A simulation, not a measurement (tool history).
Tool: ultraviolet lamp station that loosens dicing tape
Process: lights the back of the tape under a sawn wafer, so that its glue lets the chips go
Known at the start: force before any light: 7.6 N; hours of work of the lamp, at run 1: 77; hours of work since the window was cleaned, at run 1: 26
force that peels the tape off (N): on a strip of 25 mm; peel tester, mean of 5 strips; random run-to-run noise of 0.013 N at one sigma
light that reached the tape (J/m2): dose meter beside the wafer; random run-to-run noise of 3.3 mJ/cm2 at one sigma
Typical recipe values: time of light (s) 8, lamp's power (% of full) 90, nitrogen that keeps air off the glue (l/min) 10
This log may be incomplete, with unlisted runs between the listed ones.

run   hour  time of light (s)  lamp's power (% of full)  nitrogen that keeps air off the glue (l/min)  hours of work of the lamp  hours of work since the window was cleaned  force that peels the tape off (N)  light that reached the tape (J/m2)
  1    0.0                  8                        90                                            10                         77                                          26                              0.633                                5090
  2   18.3                  8                        90                                             5                         91                                          40                              1.059                                5090
  3   34.6                  8                        90                                             5                        104                                          52                              1.078                                5020
  4   53.4                  8                        90                                             5                        118                                          67                              1.100                                4910
  5   77.0                  8                        90                                             5                        136                                          84                              1.097                                4940
  6   99.7                  8                        90                                            10                        153                                         102                              0.694                                4890
  7  118.3                  8                        90                                            10                        167                                         116                              0.678                                4870
  8  129.1                  8                        90                                             5                        175                                         124                              1.172                                4810
  9  148.4                  8                        90                                             5                        190                                         138                              1.168                                4760
 10  159.0                  8                        90                                             5                        198                                         146                              1.151                                4840
 11  169.8                  8                        90                                             6                        206                                         155                              1.022                                4760
 12  192.5                  8                        90                                             6                        223                                         172                              1.056                                4720
 13  212.0                  8                        90                                            16                        238                                         187                              0.536                                4660
 14  221.9                  8                        90                                            16                        245                                         194                              0.521                                4690
 15  241.7                  7                        90                                            10                        260                                         209                              0.952                                4100
     243.7  -- window cleaned of glue's vapour
 16  253.3                  7                        76                                            10                        268                                           7                              1.293                                3370
 17  270.2                  8                        80                                             3                        281                                          20                              2.006                                4020
 18  285.4                  8                        74                                             5                        293                                          31                              1.769                                3750
 19  295.5                  8                        74                                             5                        300                                          39                              1.760                                3680
 20  312.3                  8                        91                                            12                        313                                          52                              0.711                                4520
 21  331.6                  5                        86                                             7                        328                                          66                              2.250                                2660
     341.0  -- window cleaned of glue's vapour, once more
 22  356.0                  4                        79                                            10                        346                                          11                              2.487                                2130
 23  379.2                  5                        68                                             8                        363                                          29                              2.586                                2270
 24  401.4                  5                        68                                             8                        380                                          46                              2.633                                2220
 25  413.8                  4                        75                                             8                        389                                          55                              2.845                                1910
 26  425.0                 10                        60                                            10                        398                                          63                              1.005                                3910
 27  445.8                  6                        99                                             3                        413                                          79                              2.125                                3860
 28  458.9                  8                        90                                             6                        423                                          89                              1.075                                4610
 29  478.8                  8                        63                                             7                        438                                         104                              1.722                                3280

5 options for the next run, each taken on its own from the tool as it stands now. Forecast them:
  A  499.2                  8                        63                                             7                        454                                         120                                  ?                                   ?
  B  499.2                  6                        65                                             9                        454                                         120                                  ?                                   ?
  C  499.2                  7                        67                                            18                        454                                         120                                  ?                                   ?
  D  499.2                  6                        90                                            10                        454                                         120                                  ?                                   ?
  E  499.2                  8                        65                                            16                        454                                         120                                  ?                                   ?

run  force that peels the tape off (N)  light that reached the tape (J/m2)
  A                              1.791                                3230
  B                              2.156                                2500
  C                              1.170                                2950
  D                              1.271                                3400
  E                              1.051                                3330
Take away the tool's hidden state, keep each run's random variation, and the runs would have read:
run  force that peels the tape off (N)  light that reached the tape (J/m2)
  A                              1.492                                3660
  B                              1.837                                2830
  C                              0.937                                3350
  D                              1.028                                3850
  E                              0.835                                3770
